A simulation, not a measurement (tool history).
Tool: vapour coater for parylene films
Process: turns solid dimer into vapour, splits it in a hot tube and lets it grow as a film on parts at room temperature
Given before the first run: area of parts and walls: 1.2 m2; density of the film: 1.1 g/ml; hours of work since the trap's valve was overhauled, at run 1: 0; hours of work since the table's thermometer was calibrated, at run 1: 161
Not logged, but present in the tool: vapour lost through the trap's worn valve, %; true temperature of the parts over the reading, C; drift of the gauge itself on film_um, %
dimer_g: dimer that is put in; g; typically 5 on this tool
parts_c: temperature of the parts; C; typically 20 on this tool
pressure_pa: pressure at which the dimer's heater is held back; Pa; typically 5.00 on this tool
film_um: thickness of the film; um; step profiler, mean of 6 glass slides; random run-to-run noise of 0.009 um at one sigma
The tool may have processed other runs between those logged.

| run | day | dimer_g | parts_c | pressure_pa | hours of work since the trap's valve was overhauled | hours of work since the table's thermometer was calibrated | film_um |
|---|---|---|---|---|---|---|---|
| 1 | 0.000 | 5 | 20 | 5.00 | 0 | 161 | 2.095 |
| 2 | 1.738 | 5 | 20 | 5.00 | 20 | 181 | 2.094 |
| 3 | 2.667 | 5 | 20 | 5.00 | 30 | 192 | 2.100 |
| 4 | 3.950 | 5 | 20 | 5.00 | 45 | 206 | 2.082 |
| 5 | 5.517 | 5 | 20 | 5.00 | 63 | 224 | 2.069 |
| 6 | 6.679 | 5 | 20 | 3.57 | 76 | 238 | 2.172 |
| 7 | 7.975 | 5 | 20 | 3.57 | 91 | 252 | 2.177 |
| 8 | 9.333 | 5 | 20 | 3.57 | 106 | 268 | 2.155 |
| 9 | 10.138 | 5 | 20 | 3.57 | 115 | 277 | 2.154 |
| 10 | 11.725 | 5 | 20 | 3.57 | 134 | 295 | 2.151 |
| 11 | 13.025 | 5 | 20 | 5.00 | 148 | 310 | 2.090 |
| 12 | 14.692 | 5 | 31 | 5.00 | 167 | 329 | 1.729 |
| 13 | 16.008 | 6 | 31 | 5.00 | 182 | 344 | 2.047 |
| 14 | 16.846 | 9 | 28 | 3.31 | 192 | 353 | 3.378 |
| 15 | 18.379 | 9 | 28 | 3.31 | 209 | 371 | 3.375 |
| 16 | 19.879 | 5 | 14 | 5.03 | 226 | 388 | 2.272 |
| 17 | 21.242 | 4 | 28 | 2.09 | 242 | 403 | 1.592 |
| 18 | 22.467 | 4 | 28 | 2.09 | 256 | 417 | 1.577 |
| 19 | 24.029 | 3 | 20 | 5.43 | 274 | 435 | 1.233 |
| 20 | 25.308 | 3 | 20 | 5.43 | 288 | 450 | 1.210 |
| 21 | 26.125 | 3 | 20 | 5.74 | 298 | 459 | 1.199 |

Run 22, settings as shown, results not yet in. Your forecast:
| 22 | 27.667 | 3 | 20 | 5.74 | 315 | 477 | ? |

film_um: 1.213 um
With the hidden condition absent and the run-to-run variation left alone, this run would have shown film_um 1.258 um.
